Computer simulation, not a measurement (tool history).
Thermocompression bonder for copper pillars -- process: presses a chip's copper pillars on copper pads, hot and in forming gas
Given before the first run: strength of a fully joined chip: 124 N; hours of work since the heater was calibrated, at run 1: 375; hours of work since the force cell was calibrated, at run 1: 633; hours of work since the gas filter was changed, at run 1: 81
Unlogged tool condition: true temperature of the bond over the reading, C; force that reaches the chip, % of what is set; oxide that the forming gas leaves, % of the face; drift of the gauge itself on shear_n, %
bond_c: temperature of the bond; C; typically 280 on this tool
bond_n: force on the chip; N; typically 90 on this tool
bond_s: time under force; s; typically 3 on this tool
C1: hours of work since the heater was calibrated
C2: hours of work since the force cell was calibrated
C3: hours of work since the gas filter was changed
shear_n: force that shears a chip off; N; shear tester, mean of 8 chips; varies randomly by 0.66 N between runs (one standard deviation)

Run 1, hour 0.0: usual settings; C1 375; C2 633; C3 81. Result: shear_n 52.6 N.
Run 2, hour 54.6: usual settings; C1 403; C2 661; C3 109. Result: shear_n 51.9 N.
Run 3, hour 80.7: usual settings; C1 416; C2 674; C3 122. Result: shear_n 50.7 N.
Run 4, hour 128.8: usual settings but bond_n 92 N; C1 441; C2 699; C3 147. Result: shear_n 52.0 N.
Run 5, hour 166.6: usual settings but bond_s 2 s; C1 460; C2 718; C3 166. Result: shear_n 42.9 N.
Run 6, hour 198.7: usual settings; C1 477; C2 735; C3 183. Result: shear_n 50.1 N.
Run 7, hour 256.9: usual settings; C1 507; C2 765; C3 213. Result: shear_n 49.4 N.
Run 8, hour 310.3: usual settings; C1 534; C2 792; C3 240. Result: shear_n 50.7 N.
Run 9, hour 352.3: usual settings but bond_c 286 C; C1 556; C2 814; C3 262. Result: shear_n 53.9 N.
Run 10, hour 380.0: usual settings but bond_c 286 C; C1 570; C2 828; C3 276. Result: shear_n 51.8 N.
Run 11, hour 408.2: usual settings; C1 584; C2 842; C3 290. Result: shear_n 50.6 N.
Run 12, hour 442.0: usual settings; C1 602; C2 860; C3 308. Result: shear_n 49.0 N.
Run 13, hour 473.4: usual settings but bond_n 65 N; C1 618; C2 876; C3 324. Result: shear_n 37.1 N.
Run 14, hour 512.2: usual settings but bond_n 65 N; C1 638; C2 896; C3 344. Result: shear_n 37.1 N.
Run 15, hour 574.1: usual settings but bond_n 65 N; C1 670; C2 928; C3 376. Result: shear_n 37.3 N.
Run 16, hour 625.1: usual settings but bond_n 65 N; C1 696; C2 954; C3 402. Result: shear_n 38.0 N.
Run 17, hour 678.5: usual settings; C1 723; C2 981; C3 429. Result: shear_n 49.8 N.
At hour 682.2: forming gas filter changed.
Run 18, hour 715.5: usual settings but bond_c 309 C; C1 742; C2 1000; C3 17. Result: shear_n 65.1 N.
Run 19, hour 754.1: usual settings but bond_c 309 C; C1 762; C2 1020; C3 37. Result: shear_n 65.5 N.
Run 20, hour 782.6: usual settings but bond_c 309 C; C1 776; C2 1035; C3 52. Result: shear_n 66.2 N.
Run 21, hour 838.6: usual settings but bond_c 306 C, bond_n 72 N, bond_s 5 s; C1 805; C2 1063; C3 80. Result: shear_n 64.4 N.
Run 22, hour 885.7: usual settings but bond_c 279 C, bond_n 72 N, bond_s 5 s; C1 829; C2 1087; C3 105. Result: shear_n 52.0 N.
At hour 892.1: force cell calibrated.
Run 23, hour 936.8: usual settings but bond_c 256 C, bond_n 60 N, bond_s 2 s; C1 855; C2 23; C3 130. Result: shear_n 22.9 N.
Run 24, hour 966.7: usual settings but bond_c 297 C, bond_n 84 N, bond_s 2 s; C1 870; C2 38; C3 145. Result: shear_n 46.9 N.
At hour 997.1: force cell calibrated, once more.
Run 25, hour 1021.7: usual settings but bond_c 293 C, bond_n 84 N, bond_s 2 s; C1 898; C2 13; C3 173. Result: shear_n 50.0 N.
Run 26, hour 1073.2: usual settings but bond_c 309 C, bond_s 5 s; C1 924; C2 39; C3 199. Result: shear_n 77.1 N.
Run 27, hour 1110.2: usual settings but bond_c 309 C, bond_s 5 s; C1 943; C2 58; C3 218. Result: shear_n 78.1 N.
Run 28, hour 1168.4: usual settings but bond_c 254 C; C1 973; C2 88; C3 248. Result: shear_n 41.7 N.
Run 29, hour 1209.2: usual settings but bond_c 254 C, bond_n 64 N; C1 994; C2 109; C3 269. Result: shear_n 31.1 N.
Run 30, hour 1244.8: usual settings but bond_c 287 C, bond_n 83 N, bond_s 6 s; C1 1012; C2 127; C3 287. Result: shear_n 66.5 N.
Run 31, hour 1302.7: usual settings but bond_c 287 C, bond_n 83 N, bond_s 6 s; C1 1042; C2 157; C3 317. Result: shear_n 65.7 N.
Run 32, hour 1349.2: usual settings but bond_c 287 C, bond_n 83 N, bond_s 6 s; C1 1066; C2 181; C3 341. Result: shear_n 65.2 N.
Run 33, hour 1395.8: usual settings but bond_c 300 C, bond_n 106 N, bond_s 6 s; C1 1090; C2 205; C3 365. Result: shear_n 83.6 N.
Run 34, hour 1440.4: usual settings but bond_c 253 C, bond_n 106 N, bond_s 6 s; C1 1113; C2 228; C3 388. Result: shear_n 60.0 N.
Run 35, hour 1502.1: usual settings but bond_c 253 C, bond_n 106 N, bond_s 6 s; C1 1144; C2 259; C3 420. Result: shear_n 60.9 N.
At hour 1526.9: forming gas filter changed.
Run 36, hour 1534.9: usual settings but bond_c 294 C, bond_n 58 N, bond_s 8 s; C1 1161; C2 276; C3 4. Result: shear_n 61.4 N.
Run 37, hour 1560.8: usual settings but bond_c 307 C, bond_n 58 N, bond_s 2 s; C1 1174; C2 289; C3 17. Result: shear_n 40.5 N.
Run 38, hour 1601.0: usual settings but bond_c 261 C, bond_n 59 N, bond_s 2 s; C1 1195; C2 310; C3 38. Result: shear_n 27.1 N.
Run 39, hour 1632.6: usual settings but bond_c 265 C, bond_n 78 N, bond_s 2 s; C1 1211; C2 326; C3 54. Result: shear_n 35.7 N.

3 ways to go on from here, each from the tool as it stands after run 39. What would each give?
Run A, hour 1662.7: usual settings but bond_n 84 N; C1 1227; C2 342; C3 70. Result: shear_n ?.
Run B, hour 1662.7: usual settings but bond_c 255 C, bond_n 99 N, bond_s 2 s; C1 1227; C2 342; C3 70. Result: shear_n ?.
Run C, hour 1662.7: usual settings but bond_c 290 C, bond_n 61 N, bond_s 7 s; C1 1227; C2 342; C3 70. Result: shear_n ?.

run  shear_n
  A     51.7
  B     40.9
  C     59.6
With the hidden condition removed and each run's random variation left untouched, the same runs would have given:
run  shear_n
  A     49.9
  B     39.2
  C     57.8
